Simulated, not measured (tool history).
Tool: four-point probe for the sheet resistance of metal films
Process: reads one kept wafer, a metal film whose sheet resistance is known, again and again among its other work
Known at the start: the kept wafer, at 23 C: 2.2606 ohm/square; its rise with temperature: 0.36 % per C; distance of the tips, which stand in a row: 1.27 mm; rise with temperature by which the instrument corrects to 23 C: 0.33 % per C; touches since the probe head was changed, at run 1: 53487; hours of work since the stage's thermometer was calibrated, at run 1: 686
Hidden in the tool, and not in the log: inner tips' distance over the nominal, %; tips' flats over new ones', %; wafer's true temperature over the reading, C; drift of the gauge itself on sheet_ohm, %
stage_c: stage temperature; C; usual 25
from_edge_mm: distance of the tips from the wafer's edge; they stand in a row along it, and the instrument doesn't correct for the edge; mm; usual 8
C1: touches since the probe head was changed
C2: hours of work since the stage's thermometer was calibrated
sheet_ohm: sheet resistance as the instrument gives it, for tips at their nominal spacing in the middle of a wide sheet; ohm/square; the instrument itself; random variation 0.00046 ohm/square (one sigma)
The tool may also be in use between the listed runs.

Run 1, day 0: usual settings; C1 53487; C2 686. Result: sheet_ohm 2.293504 ohm/square.
Run 2, day 0.554: usual settings but from_edge_mm 4 mm; C1 54057; C2 694. Result: sheet_ohm 2.379043 ohm/square.
Run 3, day 1.512: usual settings but from_edge_mm 4 mm; C1 55045; C2 707. Result: sheet_ohm 2.378643 ohm/square.
Run 4, day 2.525: usual settings but from_edge_mm 7 mm; C1 56085; C2 720. Result: sheet_ohm 2.302918 ohm/square.
Run 5, day 3.462: usual settings but from_edge_mm 7 mm; C1 57052; C2 733. Result: sheet_ohm 2.301832 ohm/square.
Run 6, day 4.075: usual settings but from_edge_mm 7 mm; C1 57680; C2 742. Result: sheet_ohm 2.302586 ohm/square.
Run 7, day 5.088: usual settings but from_edge_mm 7 mm; C1 58723; C2 755. Result: sheet_ohm 2.301877 ohm/square.
Run 8, day 6.333: usual settings but from_edge_mm 7 mm; C1 60005; C2 772. Result: sheet_ohm 2.301678 ohm/square.
Run 9, day 7.517: usual settings; C1 61225; C2 789. Result: sheet_ohm 2.292616 ohm/square.
Run 10, day 8.396: usual settings; C1 62130; C2 801. Result: sheet_ohm 2.292062 ohm/square.
Run 11, day 8.917: usual settings but from_edge_mm 54 mm; C1 62666; C2 808. Result: sheet_ohm 2.263835 ohm/square.
Run 12, day 9.788: usual settings but from_edge_mm 54 mm; C1 63564; C2 820. Result: sheet_ohm 2.263177 ohm/square.
Run 13, day 10.988: usual settings but from_edge_mm 54 mm; C1 64798; C2 836. Result: sheet_ohm 2.263015 ohm/square.
Run 14, day 11.912: usual settings; C1 65751; C2 849. Result: sheet_ohm 2.293691 ohm/square.
Run 15, day 13.146: usual settings; C1 67021; C2 865. Result: sheet_ohm 2.293796 ohm/square.
Run 16, day 14.112: usual settings but stage_c 20 C; C1 68017; C2 879. Result: sheet_ohm 2.28818 ohm/square.
Run 17, day 14.888: usual settings but stage_c 21 C, from_edge_mm 26 mm; C1 68813; C2 889. Result: sheet_ohm 2.2619 ohm/square.
Run 18, day 16.017: usual settings but stage_c 31 C, from_edge_mm 29 mm; C1 69977; C2 905. Result: sheet_ohm 2.270788 ohm/square.
Run 19, day 16.908: usual settings but stage_c 23 C, from_edge_mm 6 mm; C1 70893; C2 917. Result: sheet_ohm 2.314588 ohm/square.
Run 20, day 17.592: usual settings but stage_c 28 C; C1 71597; C2 926. Result: sheet_ohm 2.295055 ohm/square.
Run 21, day 18.5: usual settings but stage_c 22 C, from_edge_mm 33 mm; C1 72532; C2 938. Result: sheet_ohm 2.261585 ohm/square.
Run 22, day 19.625: usual settings but stage_c 22 C, from_edge_mm 33 mm; C1 73691; C2 954. Result: sheet_ohm 2.261892 ohm/square.

Forecast run 23:
Run 23, day 20.296: usual settings but stage_c 22 C, from_edge_mm 33 mm; C1 74384; C2 963. Result: sheet_ohm ?.

Run 23 gave sheet_ohm 2.261295 ohm/square.
Without the tool's hidden state the same run would have given sheet_ohm 2.260908 ohm/square.
